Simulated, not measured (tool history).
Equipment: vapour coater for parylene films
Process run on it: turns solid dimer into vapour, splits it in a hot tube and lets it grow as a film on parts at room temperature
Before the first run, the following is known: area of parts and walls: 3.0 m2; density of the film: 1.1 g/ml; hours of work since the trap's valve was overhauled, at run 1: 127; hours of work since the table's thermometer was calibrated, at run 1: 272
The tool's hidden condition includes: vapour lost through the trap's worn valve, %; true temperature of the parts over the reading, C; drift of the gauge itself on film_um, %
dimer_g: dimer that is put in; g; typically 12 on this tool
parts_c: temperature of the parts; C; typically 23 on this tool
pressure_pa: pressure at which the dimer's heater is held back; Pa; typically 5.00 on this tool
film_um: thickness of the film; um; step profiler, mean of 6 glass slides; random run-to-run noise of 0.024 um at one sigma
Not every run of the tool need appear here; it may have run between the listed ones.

run	hour	dimer_g	parts_c	pressure_pa	hours of work since the trap's valve was overhauled	hours of work since the table's thermometer was calibrated	film_um
1	0.0	12	23	5.00	127	272	1.85
2	18.1	12	23	5.00	139	284	1.81
3	35.5	12	23	5.00	150	296	1.85
4	48.7	12	23	5.00	159	304	1.86
5	63.9	12	23	5.00	169	315	1.76
6	83.8	12	23	5.00	183	328	1.78
7	98.7	12	23	5.00	193	338	1.76
8	126.5	12	23	5.00	211	356	1.80
9	146.2	12	23	5.00	224	369	1.74
10	175.4	12	23	5.00	244	389	1.76
11	197.9	12	23	9.85	259	404	1.64
12	222.8	12	23	5.00	275	420	1.79
# hour 229.2: trap's valve overhauled
13	255.8	18	23	5.00	18	440	2.55
14	270.5	18	23	5.00	28	450	2.55
15	293.5	18	23	5.00	43	465	2.48
16	323.6	18	23	5.00	63	485	2.51
17	340.5	20	23	5.00	74	496	2.71
# hour 360.7: trap's valve overhauled, once more
18	365.7	11	23	5.00	3	510	1.72
19	379.9	7	23	9.95	13	520	1.03
20	395.9	7	30	8.09	23	530	0.76
21	410.3	7	30	8.09	33	540	0.76
22	429.2	21	30	5.47	46	553	2.32
23	454.8	14	23	11.62	63	570	2.05
24	472.1	12	20	5.29	74	581	2.17
25	497.2	11	19	5.29	91	598	2.07
26	521.2	9	23	2.51	107	614	1.48
27	547.8	12	23	2.51	125	632	1.99
28	560.7	8	22	5.00	133	640	1.27
29	576.7	12	15	3.34	144	651	2.80
30	604.4	16	22	5.00	162	669	2.51
31	625.2	12	16	8.81	176	683	2.41
32	639.2	9	33	7.25	186	693	0.82
33	658.1	5	26	7.25	198	705	0.64
34	688.2	8	23	4.46	218	725	1.20
35	710.8	19	27	4.46	233	740	2.35

Entry by entry between the runs, the difference in hidden state between the last listed run before and the first listed run after:
From run 12 to run 13: trap's valve overhauled (hour 229.2)
  vapour lost through the trap's worn valve, %: 10 -> 12.2; true temperature of the parts over the reading, C: -0.15 -> -0.16
  difference, measured minus the result without the unlogged condition, film_um: -0.18 -> -0.33 um
From run 17 to run 18: trap's valve overhauled, once more (hour 360.7)
  vapour lost through the trap's worn valve, %: 14.2 -> 0.2
  difference, measured minus the result without the unlogged condition, film_um: -0.42 -> +0.01 um
